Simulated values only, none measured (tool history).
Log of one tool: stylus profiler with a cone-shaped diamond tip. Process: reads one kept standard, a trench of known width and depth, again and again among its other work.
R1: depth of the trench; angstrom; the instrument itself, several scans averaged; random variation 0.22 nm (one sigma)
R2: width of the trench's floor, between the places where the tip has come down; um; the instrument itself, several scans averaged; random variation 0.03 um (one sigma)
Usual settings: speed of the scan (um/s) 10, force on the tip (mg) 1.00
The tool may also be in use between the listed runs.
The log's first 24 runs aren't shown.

Run 25, hour 744.4: usual settings but speed of the scan (um/s) 9, force on the tip (mg) 0.49. Result: R1 9989.2 angstrom, R2 14.43 um.
Run 26, hour 767.1: usual settings but speed of the scan (um/s) 9, force on the tip (mg) 0.49. Result: R1 9992.1 angstrom, R2 14.42 um.
Run 27, hour 795.9: usual settings but speed of the scan (um/s) 3, force on the tip (mg) 0.47. Result: R1 9989.4 angstrom, R2 14.42 um.
Run 28, hour 827.4: usual settings but speed of the scan (um/s) 34, force on the tip (mg) 0.39. Result: R1 9988.5 angstrom, R2 13.86 um.
Run 29, hour 849.6: usual settings but force on the tip (mg) 1.57. Result: R1 10014.4 angstrom, R2 14.37 um.
At hour 866.7: new tip fitted, height scale calibrated.
Run 30, hour 881.8: usual settings but force on the tip (mg) 1.57. Result: R1 10056.5 angstrom, R2 16.37 um.
Run 31, hour 916.5: usual settings but speed of the scan (um/s) 32, force on the tip (mg) 1.86. Result: R1 10062.1 angstrom, R2 16.13 um.
Run 32, hour 956.7: usual settings but speed of the scan (um/s) 3, force on the tip (mg) 1.26. Result: R1 10047.0 angstrom, R2 16.27 um.
Run 33, hour 974.4: usual settings but speed of the scan (um/s) 3, force on the tip (mg) 1.26. Result: R1 10045.2 angstrom, R2 16.23 um.
Run 34, hour 998.0: usual settings but speed of the scan (um/s) 3, force on the tip (mg) 1.26. Result: R1 10041.6 angstrom, R2 16.18 um.
Run 35, hour 1026.8: usual settings but speed of the scan (um/s) 3, force on the tip (mg) 1.26. Result: R1 10039.7 angstrom, R2 16.09 um.
Run 36, hour 1044.9: usual settings but speed of the scan (um/s) 3, force on the tip (mg) 0.47. Result: R1 10021.9 angstrom, R2 16.00 um.

Forecast each of these 3 alternatives for the next run:
Run A, hour 1076.7: usual settings but speed of the scan (um/s) 2, force on the tip (mg) 1.21. Result: R1 ?, R2 ?.
Run B, hour 1076.7: usual settings but speed of the scan (um/s) 14, force on the tip (mg) 1.19. Result: R1 ?, R2 ?.
Run C, hour 1076.7: usual settings but speed of the scan (um/s) 18, force on the tip (mg) 1.41. Result: R1 ?, R2 ?.

run       R1     R2
  A  10040.1  16.01
  B  10037.7  15.83
  C  10039.6  15.83
Without the tool's hidden state the same runs would have given:
run       R1     R2
  A  10042.9  16.55
  B  10040.5  16.37
  C  10042.4  16.37
